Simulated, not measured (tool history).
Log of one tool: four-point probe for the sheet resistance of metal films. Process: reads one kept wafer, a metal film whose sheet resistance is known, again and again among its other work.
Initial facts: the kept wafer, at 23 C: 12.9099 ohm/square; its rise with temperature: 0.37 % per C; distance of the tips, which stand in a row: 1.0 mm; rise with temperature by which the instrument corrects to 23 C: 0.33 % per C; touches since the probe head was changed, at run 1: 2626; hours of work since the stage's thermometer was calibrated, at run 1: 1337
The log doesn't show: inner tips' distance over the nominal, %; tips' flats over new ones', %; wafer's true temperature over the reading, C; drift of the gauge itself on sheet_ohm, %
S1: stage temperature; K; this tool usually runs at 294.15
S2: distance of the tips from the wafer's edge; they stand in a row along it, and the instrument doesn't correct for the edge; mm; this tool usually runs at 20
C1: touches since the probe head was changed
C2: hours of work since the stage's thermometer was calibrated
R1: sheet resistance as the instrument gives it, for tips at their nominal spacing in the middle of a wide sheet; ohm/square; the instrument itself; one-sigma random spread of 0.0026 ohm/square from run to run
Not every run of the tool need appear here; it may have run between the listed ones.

run   hour      S1  S2     C1    C2         R1
  1      0  294.15  20   2626  1337  12.920898
      59.7  -- stage's thermometer calibrated
  2   59.7  294.15  20   3887     0  12.929716
  3  183.5  294.15  20   6527    94  12.936838
  4  238.3  294.15  20   7694   136  12.932325
  5  324.1  294.15  20   9524   201  12.926118
  6  415.4  294.15  20  11470   271  12.924888

Estimate the outcome of run 7 from the log above:
  7   539  293.15   7  14103  365   ?

Run 7 gave R1 13.045201 ohm/square.
Had the tool carried no hidden state, the very same run would have given R1 13.036664 ohm/square.
